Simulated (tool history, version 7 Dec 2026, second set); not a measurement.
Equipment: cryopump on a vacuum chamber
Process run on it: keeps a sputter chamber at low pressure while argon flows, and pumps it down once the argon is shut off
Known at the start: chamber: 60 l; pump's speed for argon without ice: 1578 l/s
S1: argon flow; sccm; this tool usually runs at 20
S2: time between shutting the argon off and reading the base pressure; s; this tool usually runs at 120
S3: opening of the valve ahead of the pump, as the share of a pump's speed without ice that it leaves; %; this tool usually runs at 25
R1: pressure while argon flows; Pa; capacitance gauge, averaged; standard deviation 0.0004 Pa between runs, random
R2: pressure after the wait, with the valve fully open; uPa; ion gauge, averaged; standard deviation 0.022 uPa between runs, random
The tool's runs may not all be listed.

{"run": 1, "hour": 0.0, "S1": 20, "S2": 120, "S3": 25, "R1": 0.089, "R2": 0.7}
{"run": 2, "hour": 19.4, "S1": 20, "S2": 120, "S3": 25, "R1": 0.0887, "R2": 0.75}
{"run": 3, "hour": 28.5, "S1": 20, "S2": 120, "S3": 25, "R1": 0.089, "R2": 0.78}
{"run": 4, "hour": 43.5, "S1": 20, "S2": 34, "S3": 25, "R1": 0.0885, "R2": 1.95}
{"run": 5, "hour": 53.9, "S1": 20, "S2": 34, "S3": 25, "R1": 0.0891, "R2": 1.9}
{"run": 6, "hour": 66.1, "S1": 20, "S2": 34, "S3": 25, "R1": 0.0889, "R2": 1.89}
{"run": 7, "hour": 74.7, "S1": 20, "S2": 34, "S3": 25, "R1": 0.0894, "R2": 1.94}
{"run": 8, "hour": 94.2, "S1": 20, "S2": 120, "S3": 25, "R1": 0.0892, "R2": 0.8}
{"run": 9, "hour": 109.0, "S1": 20, "S2": 120, "S3": 25, "R1": 0.0888, "R2": 0.8}
{"run": 10, "hour": 117.7, "S1": 20, "S2": 120, "S3": 25, "R1": 0.0894, "R2": 0.82}
{"run": 11, "hour": 128.7, "S1": 20, "S2": 120, "S3": 37, "R1": 0.0616, "R2": 0.87}
{"run": 12, "hour": 147.8, "S1": 20, "S2": 120, "S3": 25, "R1": 0.089, "R2": 0.84}
{"run": 13, "hour": 164.2, "S1": 20, "S2": 120, "S3": 25, "R1": 0.09, "R2": 0.82}
{"run": 14, "hour": 173.9, "S1": 20, "S2": 120, "S3": 25, "R1": 0.0887, "R2": 0.81}
{"hour": 192.4, "done": "pump warmed up, emptied and cooled again"}
{"run": 15, "hour": 198.9, "S1": 20, "S2": 207, "S3": 25, "R1": 0.0863, "R2": 0.54}
{"run": 16, "hour": 218.9, "S1": 20, "S2": 207, "S3": 25, "R1": 0.0855, "R2": 0.61}
{"run": 17, "hour": 230.6, "S1": 32, "S2": 132, "S3": 24, "R1": 0.1434, "R2": 0.72}
{"run": 18, "hour": 249.5, "S1": 32, "S2": 132, "S3": 24, "R1": 0.1437, "R2": 0.77}
{"run": 19, "hour": 258.9, "S1": 32, "S2": 132, "S3": 24, "R1": 0.144, "R2": 0.75}
{"run": 20, "hour": 273.8, "S1": 20, "S2": 20, "S3": 21, "R1": 0.102, "R2": 3.13}
{"run": 21, "hour": 290.7, "S1": 20, "S2": 20, "S3": 21, "R1": 0.103, "R2": 3.06}
{"run": 22, "hour": 299.0, "S1": 10, "S2": 50, "S3": 23, "R1": 0.0464, "R2": 1.47}
{"run": 23, "hour": 314.4, "S1": 10, "S2": 50, "S3": 23, "R1": 0.0474, "R2": 1.42}
{"run": 24, "hour": 329.8, "S1": 18, "S2": 26, "S3": 57, "R1": 0.0345, "R2": 2.51}
{"run": 25, "hour": 347.9, "S1": 13, "S2": 172, "S3": 35, "R1": 0.0406, "R2": 0.71}
{"run": 26, "hour": 360.1, "S1": 26, "S2": 28, "S3": 54, "R1": 0.052, "R2": 2.32}

5 options for the next run, each taken on its own from the tool as it stands now. Forecast them:
{"run": "A", "hour": 373.1, "S1": 12, "S2": 287, "S3": 54, "R1": "?", "R2": "?"}
{"run": "B", "hour": 373.1, "S1": 20, "S2": 120, "S3": 25, "R1": "?", "R2": "?"}
{"run": "C", "hour": 373.1, "S1": 34, "S2": 28, "S3": 54, "R1": "?", "R2": "?"}
{"run": "D", "hour": 373.1, "S1": 20, "S2": 133, "S3": 25, "R1": "?", "R2": "?"}
{"run": "E", "hour": 373.1, "S1": 31, "S2": 124, "S3": 16, "R1": "?", "R2": "?"}

run=A R1=0.0239 R2=0.58
run=B R1=0.0863 R2=0.8
run=C R1=0.0683 R2=2.33
run=D R1=0.0862 R2=0.8
run=E R1=0.2102 R2=0.83
With no hidden state in the tool, these same runs would have given:
run=A R1=0.0234 R2=0.38
run=B R1=0.0856 R2=0.61
run=C R1=0.067 R2=2.14
run=D R1=0.0854 R2=0.61
run=E R1=0.209 R2=0.63

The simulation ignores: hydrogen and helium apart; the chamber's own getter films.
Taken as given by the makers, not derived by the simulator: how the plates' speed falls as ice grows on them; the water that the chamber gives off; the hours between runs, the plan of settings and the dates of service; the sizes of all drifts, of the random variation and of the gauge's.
